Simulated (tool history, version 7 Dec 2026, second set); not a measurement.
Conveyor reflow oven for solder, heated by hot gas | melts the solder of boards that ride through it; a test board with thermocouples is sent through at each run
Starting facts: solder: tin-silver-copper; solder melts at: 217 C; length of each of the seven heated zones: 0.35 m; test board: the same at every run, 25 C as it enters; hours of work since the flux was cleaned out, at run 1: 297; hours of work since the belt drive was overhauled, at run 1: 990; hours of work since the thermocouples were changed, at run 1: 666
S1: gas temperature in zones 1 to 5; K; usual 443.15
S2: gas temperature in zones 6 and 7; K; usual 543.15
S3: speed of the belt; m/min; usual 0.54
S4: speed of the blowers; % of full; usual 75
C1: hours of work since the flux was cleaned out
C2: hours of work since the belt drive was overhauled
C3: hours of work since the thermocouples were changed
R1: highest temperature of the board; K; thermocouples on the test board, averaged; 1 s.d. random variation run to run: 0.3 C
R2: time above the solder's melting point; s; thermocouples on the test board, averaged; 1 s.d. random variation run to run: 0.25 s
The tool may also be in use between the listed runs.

run	hour	S1	S2	S3	S4	C1	C2	C3	R1	R2
1	0	443.15	543.15	0.54	75	297	990	666	532.35	63.3
# hour 79: flux residue cleaned out of gas plates and filters
2	85.9	443.15	543.15	0.54	75	5	1046	722	534.25	64.7
3	152.2	443.15	543.15	0.54	75	51	1092	768	533.05	64
4	202.3	443.15	543.15	0.54	75	85	1126	802	533.55	64.3
5	296.7	443.15	556.15	0.54	75	150	1191	868	545.05	70.5
6	371.6	443.15	543.15	0.54	75	202	1243	919	532.55	64
7	465.7	443.15	543.15	0.54	75	267	1308	984	532.45	63.9
8	529	443.15	547.15	0.54	75	311	1352	1028	536.05	65.6
# hour 587: flux residue cleaned out of gas plates and filters
9	625.9	443.15	543.15	0.54	75	27	1415	1091	534.35	65.7
# hour 674.9: thermocouples of zones 6 and 7 changed
10	710.5	443.15	543.15	0.54	75	84	1472	25	531.55	63.7
# hour 765.4: belt drive overhauled, speed set with a stopwatch
11	765.4	443.15	543.15	0.446	75	119	0	60	534.95	79.1
12	831.3	443.15	543.15	0.446	75	164	45	105	535.35	78.9
13	899.5	448.15	543.15	0.54	75	211	93	152	531.05	63.2
14	957.9	448.15	543.15	0.54	75	252	133	192	530.55	62.7
15	1029.2	443.15	543.15	0.54	75	301	182	242	529.65	61.2
# hour 1100.1: flux residue cleaned out of gas plates and filters
16	1100.1	446.15	543.15	0.54	61	0	228	287	529.35	60.8
17	1167.8	437.15	555.15	0.54	75	47	274	334	542.55	66.2
18	1225.8	436.15	541.15	0.54	75	87	314	374	528.55	59.2
19	1292.2	443.15	541.15	0.54	90	132	360	420	532.05	63.8
20	1348.1	448.15	541.15	0.565	90	171	399	458	531.65	61.9
21	1404.1	436.15	541.15	0.534	90	210	437	497	531.85	61.7
22	1449.8	444.15	537.15	0.541	55	241	469	528	520.15	53.2
23	1537.9	440.15	553.15	0.474	67	302	530	589	541.55	76.4
# hour 1612.9: flux residue cleaned out of gas plates and filters
24	1638.2	439.15	553.15	0.474	53	17	595	655	539.65	74.7
25	1716	444.15	538.15	0.572	79	71	649	709	527.35	57
26	1758.8	443.15	543.15	0.453	87	101	679	738	538.15	81
27	1829.1	443.15	543.15	0.453	87	149	727	787	538.05	80.7
28	1876.5	443.15	543.15	0.582	56	182	760	819	523.45	50.8
29	1927.5	457.15	546.15	0.54	52	217	795	855	530.55	66.4
30	1996.5	449.15	543.15	0.506	65	265	843	902	531.65	69.4

Measured result minus the same run's result without the hidden state. Both carry the same run-to-run variation, though not necessarily the same gauge scatter:
What the log doesn't record here: heat that the gas passes to the board, % of a clean oven's; belt's true speed, % of the reading; true gas temperature in zones 6 and 7 over the reading, C; drift of the gauge itself on peak_c, C; drift of the gauge itself on liquid_s, %.
run	R1	R2
1	-0.3	+0.3
2	+1.8	+2.1
3	+1.5	+1.9
4	+1.4	+1.7
5	+1	+1.7
6	+0.7	+1.3
7	+0.2	+1.1
8	+0	+1
9	+2.2	+2.6
10	-0.7	+1
11	-1.2	-1
12	-1.4	-1
13	-1.9	-1.3
14	-2.2	-1.5
15	-2.6	-2
16	-0.1	+0.3
17	-0.3	+0.1
18	-0.6	-0.2
19	-0.8	-0.3
20	-1.1	-0.4
21	-1.3	-0.8
22	-1.1	-0.9
23	-1.5	-0.4
24	+0.6	+1.1
25	+0.1	+0.7
26	+0.2	+0.9
27	-0.1	+0.7
28	-0.4	+0.1
29	-0.3	+0.5
30	-0.6	+0.3
